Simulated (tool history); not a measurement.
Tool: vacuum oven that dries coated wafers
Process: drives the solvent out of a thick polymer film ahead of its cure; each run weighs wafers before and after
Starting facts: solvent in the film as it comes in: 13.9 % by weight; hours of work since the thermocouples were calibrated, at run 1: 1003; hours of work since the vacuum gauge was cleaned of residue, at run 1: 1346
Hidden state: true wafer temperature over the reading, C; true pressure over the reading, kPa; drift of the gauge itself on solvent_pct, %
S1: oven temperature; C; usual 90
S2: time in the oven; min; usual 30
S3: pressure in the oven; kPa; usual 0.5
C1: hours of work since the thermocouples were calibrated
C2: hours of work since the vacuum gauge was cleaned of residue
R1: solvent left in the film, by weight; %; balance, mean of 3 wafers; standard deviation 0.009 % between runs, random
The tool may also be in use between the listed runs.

run	hour	S1	S2	S3	C1	C2	R1
1	0	90	30	0.5	1003	1346	1.595
2	70	90	30	0.5	1053	1396	1.617
3	114.7	90	30	1.276	1085	1428	2.196
# hour 183.2: oven's thermocouples calibrated
4	208.7	90	30	1.276	18	1493	2.328
5	274	90	30	1.276	64	1539	2.325
6	360.1	78	30	1.276	126	1600	4.69
7	426.7	90	30	0.5	173	1648	1.723
8	510.2	90	30	0.5	232	1707	1.741
9	581.6	90	30	0.5	283	1758	1.724
10	650.2	84	30	0.5	331	1806	2.691
11	710	96	30	0.734	374	1849	1.19
12	793.6	90	42	0.5	433	1908	1.05
13	856.5	105	42	0.5	478	1953	0.389
14	939.1	104	45	0.5	537	2011	0.392
15	1016.1	104	45	0.5	591	2066	0.417
16	1083.7	104	45	0.988	639	2114	0.646
17	1155.7	104	45	0.988	690	2165	0.636
18	1221.8	104	45	0.988	737	2212	0.661
19	1261	97	47	0.816	765	2240	0.793
20	1306.6	88	47	0.738	797	2272	1.296

5 options for the next run, each taken on its own from the tool as it stands now. Forecast them:
A	1374.2	90	26	0.49	845	2320	?
B	1374.2	87	47	0.372	845	2320	?
C	1374.2	90	47	0.981	845	2320	?
D	1374.2	100	21	0.402	845	2320	?
E	1374.2	90	32	0.376	845	2320	?

run	R1
A	2.085
B	1.07
C	1.321
D	1.281
E	1.477
Stripped of hidden state, with their random variation kept, the same runs would have yielded:
run	R1
A	1.924
B	0.831
C	1.107
D	1.163
E	1.292

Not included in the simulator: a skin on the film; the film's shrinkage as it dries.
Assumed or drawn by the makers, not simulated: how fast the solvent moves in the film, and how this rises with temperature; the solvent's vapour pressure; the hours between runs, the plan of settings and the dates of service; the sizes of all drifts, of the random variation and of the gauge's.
